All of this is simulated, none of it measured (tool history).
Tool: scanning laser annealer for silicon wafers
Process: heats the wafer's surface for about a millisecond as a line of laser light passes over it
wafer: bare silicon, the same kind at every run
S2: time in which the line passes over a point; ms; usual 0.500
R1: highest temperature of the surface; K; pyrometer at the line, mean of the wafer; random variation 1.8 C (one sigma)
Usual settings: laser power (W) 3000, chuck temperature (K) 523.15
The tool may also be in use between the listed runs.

Run 1, hour 0.0: usual settings. Result: R1 1293.15 K.
Run 2, hour 8.6: usual settings but S2 0.512 ms. Result: R1 1303.15 K.
Run 3, hour 15.8: usual settings but laser power (W) 2565. Result: R1 1181.15 K.
Run 4, hour 20.3: usual settings. Result: R1 1299.15 K.
Run 5, hour 29.2: usual settings. Result: R1 1297.15 K.
Run 6, hour 36.7: usual settings. Result: R1 1294.15 K.
Run 7, hour 40.8: usual settings but chuck temperature (K) 490.15. Result: R1 1263.15 K.
Run 8, hour 48.9: usual settings. Result: R1 1296.15 K.
Run 9, hour 55.4: usual settings. Result: R1 1296.15 K.
Run 10, hour 63.6: usual settings. Result: R1 1295.15 K.
Run 11, hour 68.3: usual settings but laser power (W) 3214, S2 0.409 ms, chuck temperature (K) 549.15. Result: R1 1296.15 K.
Run 12, hour 72.3: usual settings but laser power (W) 3214, S2 0.409 ms, chuck temperature (K) 549.15. Result: R1 1297.15 K.
Run 13, hour 78.7: usual settings but chuck temperature (K) 502.15. Result: R1 1273.15 K.
Run 14, hour 86.4: usual settings but chuck temperature (K) 502.15. Result: R1 1275.15 K.
Run 15, hour 94.9: usual settings but laser power (W) 3280, S2 0.376 ms, chuck temperature (K) 533.15. Result: R1 1262.15 K.
Run 16, hour 102.8: usual settings but laser power (W) 3011, S2 0.407 ms, chuck temperature (K) 529.15. Result: R1 1226.15 K.
Run 17, hour 111.7: usual settings but laser power (W) 2714, S2 0.458 ms. Result: R1 1185.15 K.

Some steps in R1 between neighbouring runs. How much of each would the tool show without its hidden state too (settings, what came in, random variation), and how much is left for the hidden state, with any gauge scatter that isn't in both results?
The hidden state here: light that passes the window, % of a clean one's; laser's true power over the reading, %; width of the line over the set one, %; drift of the gauge itself on peak_c, C.
Run 2 -> 3: laser power (W) 3000 -> 2565, S2 0.512 -> 0.500. R1 -122.00 K: hidden state +2.00, all else -124.00.
